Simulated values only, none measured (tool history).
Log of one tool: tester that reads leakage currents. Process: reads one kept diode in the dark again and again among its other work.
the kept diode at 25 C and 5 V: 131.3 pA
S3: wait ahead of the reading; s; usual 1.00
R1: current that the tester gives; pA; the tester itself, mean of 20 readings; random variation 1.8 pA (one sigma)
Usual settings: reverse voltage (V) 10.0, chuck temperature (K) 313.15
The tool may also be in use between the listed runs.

Run 1, day 0.000: usual settings. Result: R1 651.87 pA.
Run 2, day 1.262: usual settings. Result: R1 657.00 pA.
Run 3, day 2.258: usual settings. Result: R1 655.31 pA.
Run 4, day 3.242: usual settings. Result: R1 660.73 pA.
Run 5, day 4.417: usual settings. Result: R1 665.24 pA.
Run 6, day 5.267: usual settings. Result: R1 668.70 pA.
Run 7, day 6.121: usual settings. Result: R1 670.11 pA.
Run 8, day 7.133: usual settings. Result: R1 674.87 pA.
At day 7.283: chuck's temperature calibrated.
Run 9, day 8.175: usual settings. Result: R1 686.85 pA.
Run 10, day 9.604: usual settings. Result: R1 690.36 pA.
Run 11, day 10.796: usual settings but reverse voltage (V) 2.6, S3 1.23 s. Result: R1 396.12 pA.
Run 12, day 11.621: usual settings but reverse voltage (V) 3.8, S3 1.49 s. Result: R1 463.50 pA.
Run 13, day 12.933: usual settings but reverse voltage (V) 2.9, S3 1.49 s. Result: R1 416.29 pA.
At day 13.279: chuck's temperature calibrated, once more.
Run 14, day 14.146: usual settings but reverse voltage (V) 5.4, chuck temperature (K) 295.15. Result: R1 114.91 pA.
Run 15, day 14.762: usual settings but chuck temperature (K) 295.15. Result: R1 153.07 pA.
Run 16, day 15.925: usual settings but reverse voltage (V) 7.2, S3 0.31 s. Result: R1 533.69 pA.
Run 17, day 16.879: usual settings but chuck temperature (K) 304.15, S3 0.94 s. Result: R1 309.48 pA.
Run 18, day 17.812: usual settings but reverse voltage (V) 13.9, chuck temperature (K) 301.15. Result: R1 286.23 pA.
Run 19, day 18.662: usual settings but reverse voltage (V) 15.8, chuck temperature (K) 303.15, S3 0.38 s. Result: R1 360.46 pA.

Measured less the same run without the tool's hidden state. The same run-to-run variation is in both; the gauge's scatter may not be:
The hidden state here: stray current of the dirty probe card, pA a volt; current scale over the true one, %; true chuck temperature over the reading, C; drift of the gauge itself on leakage_pa, %.
run       R1
  1   +67.31
  2   +70.61
  3   +72.44
  4   +75.42
  5   +78.60
  6   +80.86
  7   +82.87
  8   +85.70
  9  +100.15
 10  +103.59
 11   +57.70
 12   +69.66
 13   +63.75
 14    +8.52
 15   +15.32
 16   +19.53
 17   +20.34
 18   +26.02
 19   +31.45
